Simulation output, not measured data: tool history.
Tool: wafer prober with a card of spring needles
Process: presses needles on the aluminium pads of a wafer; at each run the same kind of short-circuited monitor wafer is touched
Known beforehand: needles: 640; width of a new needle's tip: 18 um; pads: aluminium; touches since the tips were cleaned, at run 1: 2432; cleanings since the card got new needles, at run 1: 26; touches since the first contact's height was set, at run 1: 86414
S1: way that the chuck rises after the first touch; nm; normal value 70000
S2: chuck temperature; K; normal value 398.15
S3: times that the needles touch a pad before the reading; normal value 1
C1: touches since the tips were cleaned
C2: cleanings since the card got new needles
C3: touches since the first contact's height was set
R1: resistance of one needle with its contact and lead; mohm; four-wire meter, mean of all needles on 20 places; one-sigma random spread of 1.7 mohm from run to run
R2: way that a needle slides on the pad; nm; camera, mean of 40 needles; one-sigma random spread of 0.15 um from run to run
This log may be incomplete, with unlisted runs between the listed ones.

run,day,S1,S2,S3,C1,C2,C3,R1,R2
1,0,70000,398.15,1,2432,26,86414,175,15630
# day 0.079: tips cleaned on abrasive film
# day 0.45: tips cleaned on abrasive film
2,0.512,70000,398.15,1,535,28,90723,172,15850
3,0.771,70000,398.15,1,2721,28,92909,173,15560
# day 0.846: tips cleaned on abrasive film
# day 1.212: tips cleaned on abrasive film
4,1.242,70000,398.15,1,252,30,96843,173,15580
5,1.546,70000,398.15,1,2847,30,99438,177,15630
# day 1.588: tips cleaned on abrasive film
# day 1.975: tips cleaned on abrasive film
6,2.104,74000,398.15,1,1096,32,104134,175,16270
# day 2.346: tips cleaned on abrasive film
7,2.446,53000,398.15,1,856,33,107009,187,11830
# day 2.721: tips cleaned on abrasive film
8,2.854,53000,398.15,1,1145,34,110451,188,11810
# day 3.1: tips cleaned on abrasive film
9,3.196,53000,398.15,1,800,35,113300,186,11890
# day 3.475: tips cleaned on abrasive film
10,3.558,82000,398.15,1,708,36,116367,167,18300
# day 3.875: tips cleaned on abrasive film
11,4.058,82000,398.15,1,1553,37,120570,169,18340
# day 4.242: tips cleaned on abrasive film
12,4.508,82000,398.15,1,2272,38,124399,169,18310
# day 4.633: tips cleaned on abrasive film
13,4.954,70000,398.15,1,2725,39,128128,175,15650
# day 4.996: tips cleaned on abrasive film
14,5.212,70000,315.15,1,1823,40,130294,159,15640
# day 5.371: tips cleaned on abrasive film
15,5.596,70000,301.15,1,1935,41,133548,155,15520
# day 5.742: tips cleaned on abrasive film
# day 6.125: tips cleaned on abrasive film
16,6.142,70000,398.15,1,167,43,138133,175,15650
# day 6.529: tips cleaned on abrasive film
17,6.629,70000,398.15,1,853,44,142232,176,15700
# day 6.908: tips cleaned on abrasive film
18,7.167,79000,380.15,3,2201,45,146778,170,17410
# day 7.283: tips cleaned on abrasive film
19,7.517,79000,380.15,3,2003,46,149721,165,17580
# day 7.679: tips cleaned on abrasive film
20,8.012,65000,329.15,1,2815,47,153893,164,14670
# day 8.058: tips cleaned on abrasive film
21,8.358,65000,329.15,1,2545,48,156800,165,14430
# day 8.454: tips cleaned on abrasive film
# day 8.846: tips cleaned on abrasive film
22,8.904,83000,398.15,1,482,50,161384,171,18690
# day 9.217: tips cleaned on abrasive film
23,9.446,83000,398.15,1,1944,51,165978,167,18400
# day 9.621: tips cleaned on abrasive film
24,9.888,57000,325.15,3,2263,52,169702,169,12720

The next listed run, before its measurement:
# day 9.983: tips cleaned on abrasive film
25,10.333,56000,325.15,2,2999,53,173473,?,?

{"run 25": {"R1": 170, "R2": 12600}}
Were there no unlogged condition in the tool, this run, its random variation unchanged, would have produced R1 170 mohm, R2 12600 nm.
